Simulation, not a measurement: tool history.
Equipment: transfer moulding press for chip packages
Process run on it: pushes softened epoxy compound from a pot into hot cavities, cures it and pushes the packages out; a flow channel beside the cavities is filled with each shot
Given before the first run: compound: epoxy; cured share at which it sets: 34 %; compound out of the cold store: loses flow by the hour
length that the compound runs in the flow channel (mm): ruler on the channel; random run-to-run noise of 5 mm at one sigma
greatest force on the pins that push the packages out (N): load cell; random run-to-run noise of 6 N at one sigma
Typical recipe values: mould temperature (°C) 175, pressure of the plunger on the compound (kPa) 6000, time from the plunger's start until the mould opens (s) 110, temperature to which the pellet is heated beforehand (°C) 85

| run | hour | mould temperature (°C) | pressure of the plunger on the compound (kPa) | time from the plunger's start until the mould opens (s) | temperature to which the pellet is heated beforehand (°C) | incoming compound's hours out of the cold store | length that the compound runs in the flow channel (mm) | greatest force on the pins that push the packages out (N) |
|---|---|---|---|---|---|---|---|---|
| 1 | 0.0 | 175 | 6000 | 110 | 85 | 44.1 | 751 | 435 |
|  | 3.7 | cavities cleaned with cleaning compound and waxed |
| 2 | 9.3 | 175 | 6000 | 110 | 85 | 44.0 | 756 | 368 |
|  | 13.8 | plunger's sealing rings changed |
| 3 | 22.7 | 175 | 6000 | 110 | 85 | 35.2 | 855 | 408 |
| 4 | 37.5 | 175 | 6000 | 110 | 85 | 43.6 | 825 | 440 |
|  | 42.9 | cavities cleaned with cleaning compound and waxed |
| 5 | 53.8 | 175 | 6000 | 110 | 85 | 13.8 | 953 | 404 |
| 6 | 60.5 | 175 | 6000 | 110 | 85 | 40.0 | 828 | 405 |
| 7 | 72.7 | 175 | 6000 | 110 | 85 | 12.9 | 953 | 452 |
|  | 80.0 | cavities cleaned with cleaning compound and waxed |
| 8 | 80.9 | 175 | 6680 | 110 | 85 | 43.0 | 875 | 358 |
| 9 | 95.5 | 175 | 6680 | 110 | 85 | 47.8 | 838 | 383 |
| 10 | 105.3 | 175 | 6000 | 110 | 85 | 47.6 | 802 | 415 |
|  | 117.7 | cavities cleaned with cleaning compound and waxed |
| 11 | 119.6 | 175 | 6000 | 110 | 85 | 13.9 | 944 | 361 |
| 12 | 132.2 | 177 | 7000 | 105 | 85 | 20.1 | 958 | 393 |
| 13 | 145.9 | 177 | 5400 | 128 | 85 | 19.4 | 847 | 388 |
|  | 155.0 | cavities cleaned with cleaning compound and waxed |
| 14 | 156.4 | 177 | 5400 | 128 | 85 | 11.9 | 879 | 331 |

Expected results for the next run?
| 15 | 168.4 | 177 | 7470 | 128 | 85 | 39.6 | ? | ? |

{"run 15": {"length that the compound runs in the flow channel (mm)": 907, "greatest force on the pins that push the packages out (N)": 372}}
Without the tool's hidden state the same run would have given length that the compound runs in the flow channel (mm) 940, greatest force on the pins that push the packages out (N) 326.
